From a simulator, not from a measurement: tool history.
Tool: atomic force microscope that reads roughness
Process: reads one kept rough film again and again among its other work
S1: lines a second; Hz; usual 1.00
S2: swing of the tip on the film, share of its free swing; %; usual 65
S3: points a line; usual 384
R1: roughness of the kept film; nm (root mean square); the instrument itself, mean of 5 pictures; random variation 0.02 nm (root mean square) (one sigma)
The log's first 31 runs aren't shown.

At hour 1082.5: new tip fitted.
Run 32, hour 1104.5: usual settings but S1 2.31 Hz, S2 56 %, S3 749. Result: R1 4.466 nm (root mean square).
Run 33, hour 1133.0: usual settings but S1 2.31 Hz, S2 56 %, S3 749. Result: R1 4.076 nm (root mean square).
At hour 1137.4: height scale calibrated on a step standard.
Run 34, hour 1177.6: usual settings but S1 0.52 Hz, S2 55 %. Result: R1 3.621 nm (root mean square).
Run 35, hour 1210.5: usual settings but S2 79 %. Result: R1 3.199 nm (root mean square).
At hour 1247.0: new tip fitted.
Run 36, hour 1247.0: usual settings but S2 66 %. Result: R1 4.782 nm (root mean square).
Run 37, hour 1278.5: usual settings but S1 2.53 Hz, S2 64 %. Result: R1 4.192 nm (root mean square).
Run 38, hour 1303.7: usual settings but S1 2.39 Hz, S2 73 %, S3 405. Result: R1 3.845 nm (root mean square).
At hour 1318.8: height scale calibrated on a step standard, once more.
Run 39, hour 1350.3: usual settings but S1 2.39 Hz, S2 73 %, S3 405. Result: R1 3.465 nm (root mean square).
Run 40, hour 1394.2: usual settings but S1 2.39 Hz, S2 73 %, S3 405. Result: R1 3.151 nm (root mean square).
At hour 1410.5: new tip fitted.
Run 41, hour 1419.0: usual settings but S2 67 %, S3 800. Result: R1 4.739 nm (root mean square).
Run 42, hour 1445.6: usual settings but S1 0.88 Hz, S3 717. Result: R1 4.367 nm (root mean square).
Run 43, hour 1487.4: usual settings but S1 0.70 Hz, S2 83 %, S3 378. Result: R1 3.815 nm (root mean square).
Run 44, hour 1533.9: usual settings but S1 3.71 Hz, S2 72 %, S3 284. Result: R1 3.217 nm (root mean square).
Run 45, hour 1559.2: usual settings but S1 0.52 Hz, S2 80 %, S3 460. Result: R1 3.222 nm (root mean square).
At hour 1574.9: new tip fitted.
Run 46, hour 1611.6: usual settings but S1 0.68 Hz, S3 339. Result: R1 4.309 nm (root mean square).
Run 47, hour 1650.4: usual settings but S1 0.68 Hz, S3 383. Result: R1 3.917 nm (root mean square).
Run 48, hour 1680.3: usual settings but S1 0.68 Hz, S3 383. Result: R1 3.609 nm (root mean square).
Run 49, hour 1716.4: usual settings but S1 1.86 Hz, S2 59 %. Result: R1 3.288 nm (root mean square).
At hour 1739.1: new tip fitted.
Run 50, hour 1742.6: usual settings but S1 1.52 Hz, S3 471. Result: R1 4.749 nm (root mean square).
Run 51, hour 1766.5: usual settings but S1 1.77 Hz, S3 339. Result: R1 4.412 nm (root mean square).
Run 52, hour 1817.5: usual settings but S1 1.08 Hz, S2 83 %. Result: R1 3.756 nm (root mean square).

Forecast each of these 3 alternatives for the next run:
Run A, hour 1869.6: usual settings but S1 1.08 Hz, S2 83 %, S3 304. Result: R1 ?.
Run B, hour 1869.6: usual settings but S1 0.54 Hz, S2 76 %, S3 293. Result: R1 ?.
Run C, hour 1869.6: usual settings but S2 87 %. Result: R1 ?.

run     R1
  A  3.233
  B  3.336
  C  3.234
Without the tool's hidden state the same runs would have given:
run     R1
  A  4.724
  B  4.874
  C  4.731
